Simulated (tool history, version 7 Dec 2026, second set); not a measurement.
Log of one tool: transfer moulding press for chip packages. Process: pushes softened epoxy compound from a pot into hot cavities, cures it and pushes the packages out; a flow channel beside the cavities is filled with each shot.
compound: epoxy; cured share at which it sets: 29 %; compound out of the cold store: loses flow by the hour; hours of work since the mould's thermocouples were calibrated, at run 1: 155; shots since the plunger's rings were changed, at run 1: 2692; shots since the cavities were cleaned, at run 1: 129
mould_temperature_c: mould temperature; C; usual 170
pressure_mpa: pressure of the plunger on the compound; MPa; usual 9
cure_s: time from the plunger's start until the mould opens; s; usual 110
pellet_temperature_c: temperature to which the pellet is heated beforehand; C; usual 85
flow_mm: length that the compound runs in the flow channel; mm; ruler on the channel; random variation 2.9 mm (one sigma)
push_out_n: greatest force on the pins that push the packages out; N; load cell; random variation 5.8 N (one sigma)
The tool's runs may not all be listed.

| run | hour | mould_temperature_c | pressure_mpa | cure_s | pellet_temperature_c | hours of work since the mould's thermocouples were calibrated | shots since the plunger's rings were changed | shots since the cavities were cleaned | incoming compound's hours out of the cold store | flow_mm | push_out_n |
|---|---|---|---|---|---|---|---|---|---|---|---|
| 1 | 0 | 170 | 9 | 110 | 85 | 155 | 2692 | 129 | 42.4 | 691 | 250 |
| 2 | 17 | 170 | 9 | 110 | 85 | 168 | 2892 | 329 | 47.3 | 670 | 278 |
| 3 | 35.4 | 170 | 9 | 110 | 85 | 181 | 3107 | 544 | 35.6 | 715 | 296 |
| 4 | 61.2 | 170 | 8.93 | 110 | 85 | 201 | 3409 | 846 | 19.2 | 760 | 332 |
| 5 | 80.2 | 170 | 10.65 | 110 | 85 | 215 | 3632 | 1069 | 42.4 | 743 | 324 |
|  | 89.6 | cavities cleaned with cleaning compound and waxed |
| 6 | 104.5 | 170 | 10.65 | 110 | 85 | 232 | 3900 | 175 | 39.4 | 750 | 245 |
| 7 | 129.6 | 170 | 10.65 | 110 | 85 | 251 | 4194 | 469 | 44.2 | 733 | 281 |
| 8 | 154 | 170 | 10.65 | 110 | 85 | 270 | 4480 | 755 | 20.7 | 819 | 318 |
| 9 | 170.5 | 170 | 7.43 | 110 | 85 | 282 | 4673 | 948 | 28.1 | 654 | 326 |
|  | 189.7 | cavities cleaned with cleaning compound and waxed |
| 10 | 189.7 | 170 | 10.11 | 110 | 85 | 296 | 4882 | 0 | 17.9 | 801 | 224 |
| 11 | 222.6 | 170 | 9 | 110 | 85 | 320 | 5267 | 385 | 8.1 | 791 | 288 |
| 12 | 244.6 | 170 | 9 | 110 | 85 | 337 | 5525 | 643 | 33 | 698 | 300 |
| 13 | 269.5 | 170 | 9 | 110 | 85 | 356 | 5817 | 935 | 18.7 | 748 | 320 |
|  | 291.7 | cavities cleaned with cleaning compound and waxed |
| 14 | 303 | 170 | 9 | 110 | 85 | 380 | 6193 | 133 | 28.2 | 707 | 252 |
|  | 308.5 | plunger's sealing rings changed |
| 15 | 333.3 | 170 | 9 | 110 | 85 | 401 | 291 | 458 | 20.2 | 787 | 291 |
| 16 | 361.1 | 170 | 9 | 110 | 85 | 422 | 617 | 784 | 19.2 | 793 | 316 |
| 17 | 384.8 | 170 | 9 | 110 | 85 | 440 | 895 | 1062 | 22.1 | 779 | 332 |
|  | 394.6 | cavities cleaned with cleaning compound and waxed |
| 18 | 408.2 | 167 | 7.27 | 110 | 85 | 456 | 1152 | 159 | 30.2 | 676 | 280 |
| 19 | 426.6 | 177 | 8.42 | 101 | 92 | 470 | 1367 | 374 | 23 | 726 | 262 |
| 20 | 460.8 | 170 | 7.7 | 110 | 85 | 496 | 1769 | 776 | 17.9 | 727 | 318 |
| 21 | 488.3 | 170 | 7.7 | 110 | 85 | 517 | 2092 | 1099 | 36.8 | 661 | 319 |
|  | 494.9 | cavities cleaned with cleaning compound and waxed |
| 22 | 524.8 | 170 | 7.7 | 110 | 85 | 543 | 2502 | 351 | 30.3 | 681 | 264 |
| 23 | 552.3 | 163 | 10.75 | 111 | 94 | 564 | 2824 | 673 | 25.2 | 844 | 411 |
| 24 | 576.2 | 170 | 10 | 129 | 88 | 582 | 3105 | 954 | 15.6 | 824 | 283 |
|  | 597.3 | cavities cleaned with cleaning compound and waxed |
| 25 | 606.8 | 172 | 9 | 137 | 83 | 604 | 3446 | 112 | 31.3 | 721 | 213 |
| 26 | 638 | 176 | 10.57 | 110 | 78 | 627 | 3811 | 477 | 17.9 | 818 | 258 |
| 27 | 671.7 | 171 | 10.18 | 93 | 89 | 653 | 4206 | 872 | 46.3 | 704 | 363 |

Some steps in flow_mm between neighbouring runs. How much of each would the tool show without its hidden state too (settings, what came in, random variation), and how much is left for the hidden state, with any gauge scatter that isn't in both results?
The hidden state here: true mould temperature over the reading, C; pressure that reaches the compound, % of what is set; grip of the stained cavities, % over clean ones'; drift of the gauge itself on flow_mm, %; drift of the gauge itself on push_out_n, %.
Run 8 -> 9: pressure_mpa 10.65 -> 7.43. flow_mm -165 mm: hidden state +7, all else -172.
Run 9 -> 10: pressure_mpa 7.43 -> 10.11, cavities cleaned with cleaning compound and waxed. flow_mm +147 mm: hidden state -11, all else +158.
Run 14 -> 15: plunger's sealing rings changed. flow_mm +80 mm: hidden state +53, all else +27.
Run 22 -> 23: mould_temperature_c 170 -> 163, pressure_mpa 7.7 -> 10.75, cure_s 110 -> 111, pellet_temperature_c 85 -> 94. flow_mm +163 mm: hidden state -9, all else +172.

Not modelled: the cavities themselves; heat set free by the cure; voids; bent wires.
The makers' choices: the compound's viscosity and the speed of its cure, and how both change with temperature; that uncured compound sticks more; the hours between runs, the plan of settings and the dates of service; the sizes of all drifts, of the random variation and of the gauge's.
